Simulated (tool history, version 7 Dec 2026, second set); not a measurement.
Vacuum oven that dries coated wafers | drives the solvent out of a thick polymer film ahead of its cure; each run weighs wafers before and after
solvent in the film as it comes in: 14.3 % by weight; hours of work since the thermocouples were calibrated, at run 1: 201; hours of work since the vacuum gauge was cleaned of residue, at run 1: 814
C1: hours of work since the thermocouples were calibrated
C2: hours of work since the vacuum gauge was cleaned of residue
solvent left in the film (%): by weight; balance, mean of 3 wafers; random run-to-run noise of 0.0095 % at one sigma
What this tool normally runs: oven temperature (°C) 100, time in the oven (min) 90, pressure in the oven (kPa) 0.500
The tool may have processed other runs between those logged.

Run 1, hour 0.0: usual settings; C1 201; C2 814. Result: solvent left in the film (%) 1.011.
Run 2, hour 42.5: usual settings but oven temperature (°C) 97; C1 225; C2 839. Result: solvent left in the film (%) 1.595.
Run 3, hour 129.5: usual settings but oven temperature (°C) 97; C1 275; C2 889. Result: solvent left in the film (%) 1.600.
Run 4, hour 182.7: usual settings but oven temperature (°C) 97; C1 305; C2 919. Result: solvent left in the film (%) 1.600.
Run 5, hour 242.5: usual settings but oven temperature (°C) 97; C1 340; C2 953. Result: solvent left in the film (%) 1.587.
Run 6, hour 299.0: usual settings but oven temperature (°C) 97; C1 372; C2 986. Result: solvent left in the film (%) 1.583.
Run 7, hour 358.5: usual settings; C1 406; C2 1020. Result: solvent left in the film (%) 1.017.
Run 8, hour 416.7: usual settings; C1 439; C2 1053. Result: solvent left in the film (%) 1.021.
Run 9, hour 478.7: usual settings; C1 475; C2 1089. Result: solvent left in the film (%) 1.020.
Run 10, hour 520.9: usual settings; C1 499; C2 1113. Result: solvent left in the film (%) 1.035.
Run 11, hour 574.7: usual settings; C1 530; C2 1144. Result: solvent left in the film (%) 1.030.
Run 12, hour 640.0: usual settings but time in the oven (min) 121; C1 567; C2 1181. Result: solvent left in the film (%) 0.491.
Run 13, hour 681.4: usual settings; C1 591; C2 1205. Result: solvent left in the film (%) 1.009.
Run 14, hour 765.6: usual settings; C1 639; C2 1253. Result: solvent left in the film (%) 1.020.
Run 15, hour 803.5: usual settings but oven temperature (°C) 98; C1 661; C2 1275. Result: solvent left in the film (%) 1.398.
Run 16, hour 866.2: usual settings but oven temperature (°C) 98; C1 697; C2 1311. Result: solvent left in the film (%) 1.374.
Run 17, hour 940.4: usual settings; C1 740; C2 1353. Result: solvent left in the film (%) 1.011.
Run 18, hour 993.6: usual settings; C1 770; C2 1384. Result: solvent left in the film (%) 1.029.
Run 19, hour 1062.7: usual settings but oven temperature (°C) 98; C1 810; C2 1424. Result: solvent left in the film (%) 1.384.
Run 20, hour 1137.4: usual settings; C1 853; C2 1466. Result: solvent left in the film (%) 1.012.
Run 21, hour 1206.1: usual settings; C1 892; C2 1506. Result: solvent left in the film (%) 1.026.
Run 22, hour 1280.7: usual settings; C1 935; C2 1549. Result: solvent left in the film (%) 1.027.
Run 23, hour 1340.6: usual settings but time in the oven (min) 100; C1 969; C2 1583. Result: solvent left in the film (%) 0.805.
Run 24, hour 1396.6: usual settings but time in the oven (min) 100; C1 1001; C2 1615. Result: solvent left in the film (%) 0.795.
At hour 1474.1: oven's thermocouples calibrated.
Run 25, hour 1484.1: usual settings but oven temperature (°C) 99, pressure in the oven (kPa) 0.412; C1 6; C2 1664. Result: solvent left in the film (%) 1.183.
Run 26, hour 1555.7: usual settings but oven temperature (°C) 113, pressure in the oven (kPa) 1.376; C1 47; C2 1705. Result: solvent left in the film (%) 0.240.
Run 27, hour 1599.1: usual settings but oven temperature (°C) 113, pressure in the oven (kPa) 1.376; C1 72; C2 1730. Result: solvent left in the film (%) 0.239.
Run 28, hour 1692.7: usual settings but oven temperature (°C) 94, pressure in the oven (kPa) 1.024; C1 125; C2 1784. Result: solvent left in the film (%) 2.431.
Run 29, hour 1733.0: usual settings but oven temperature (°C) 91; C1 148; C2 1807. Result: solvent left in the film (%) 3.166.
Run 30, hour 1803.9: usual settings but oven temperature (°C) 91, time in the oven (min) 84, pressure in the oven (kPa) 1.564; C1 189; C2 1847. Result: solvent left in the film (%) 3.717.
Run 31, hour 1857.0: usual settings but oven temperature (°C) 91, time in the oven (min) 63, pressure in the oven (kPa) 1.564; C1 220; C2 1878. Result: solvent left in the film (%) 4.901.
Run 32, hour 1923.4: usual settings but oven temperature (°C) 103; C1 258; C2 1916. Result: solvent left in the film (%) 0.605.
Run 33, hour 1964.2: usual settings but oven temperature (°C) 107, time in the oven (min) 116; C1 281; C2 1939. Result: solvent left in the film (%) 0.164.
Run 34, hour 2003.7: usual settings but oven temperature (°C) 107, time in the oven (min) 116; C1 304; C2 1962. Result: solvent left in the film (%) 0.144.
Run 35, hour 2068.0: usual settings but oven temperature (°C) 107, time in the oven (min) 53; C1 340; C2 1999. Result: solvent left in the film (%) 1.144.
Run 36, hour 2126.9: usual settings but oven temperature (°C) 107, time in the oven (min) 78, pressure in the oven (kPa) 0.270; C1 374; C2 2033. Result: solvent left in the film (%) 0.380.
Run 37, hour 2203.7: usual settings but oven temperature (°C) 107, time in the oven (min) 78, pressure in the oven (kPa) 0.270; C1 418; C2 2077. Result: solvent left in the film (%) 0.394.
Run 38, hour 2290.2: usual settings but oven temperature (°C) 107, time in the oven (min) 78, pressure in the oven (kPa) 0.270; C1 468; C2 2126. Result: solvent left in the film (%) 0.386.
Run 39, hour 2372.0: usual settings but oven temperature (°C) 99, time in the oven (min) 102, pressure in the oven (kPa) 0.252; C1 515; C2 2173. Result: solvent left in the film (%) 0.852.
Run 40, hour 2425.0: usual settings but oven temperature (°C) 99, time in the oven (min) 134, pressure in the oven (kPa) 0.468; C1 545; C2 2203. Result: solvent left in the film (%) 0.456.
Run 41, hour 2486.8: usual settings but oven temperature (°C) 89, time in the oven (min) 102, pressure in the oven (kPa) 0.468; C1 581; C2 2239. Result: solvent left in the film (%) 3.249.
Run 42, hour 2567.1: usual settings but oven temperature (°C) 103, time in the oven (min) 64, pressure in the oven (kPa) 0.496; C1 627; C2 2285. Result: solvent left in the film (%) 1.325.
Run 43, hour 2639.9: usual settings but oven temperature (°C) 106, time in the oven (min) 45, pressure in the oven (kPa) 1.623; C1 668; C2 2327. Result: solvent left in the film (%) 1.988.
Run 44, hour 2690.8: usual settings but oven temperature (°C) 109, time in the oven (min) 59, pressure in the oven (kPa) 1.486; C1 698; C2 2356. Result: solvent left in the film (%) 0.771.
Run 45, hour 2734.0: usual settings but oven temperature (°C) 90, time in the oven (min) 83, pressure in the oven (kPa) 0.290; C1 722; C2 2381. Result: solvent left in the film (%) 3.742.
Run 46, hour 2798.0: usual settings but oven temperature (°C) 90, time in the oven (min) 83, pressure in the oven (kPa) 0.290; C1 759; C2 2417. Result: solvent left in the film (%) 3.741.
Run 47, hour 2839.4: usual settings but oven temperature (°C) 90, time in the oven (min) 83, pressure in the oven (kPa) 0.290; C1 783; C2 2441. Result: solvent left in the film (%) 3.747.
Run 48, hour 2911.1: usual settings but time in the oven (min) 91; C1 824; C2 2482. Result: solvent left in the film (%) 0.998.

Forecast each of these 3 alternatives for the next run:
Run A, hour 2990.0: usual settings but oven temperature (°C) 93, pressure in the oven (kPa) 1.152; C1 869; C2 2527. Result: solvent left in the film (%) ?.
Run B, hour 2990.0: usual settings but oven temperature (°C) 110, time in the oven (min) 155, pressure in the oven (kPa) 0.836; C1 869; C2 2527. Result: solvent left in the film (%) ?.
Run C, hour 2990.0: usual settings but oven temperature (°C) 94; C1 869; C2 2527. Result: solvent left in the film (%) ?.

run  solvent left in the film (%)
  A                         2.737
  B                         0.138
  C                         2.304
Take away the tool's hidden state, keep each run's random variation, and the runs would have read:
run  solvent left in the film (%)
  A                         2.740
  B                         0.136
  C                         2.307

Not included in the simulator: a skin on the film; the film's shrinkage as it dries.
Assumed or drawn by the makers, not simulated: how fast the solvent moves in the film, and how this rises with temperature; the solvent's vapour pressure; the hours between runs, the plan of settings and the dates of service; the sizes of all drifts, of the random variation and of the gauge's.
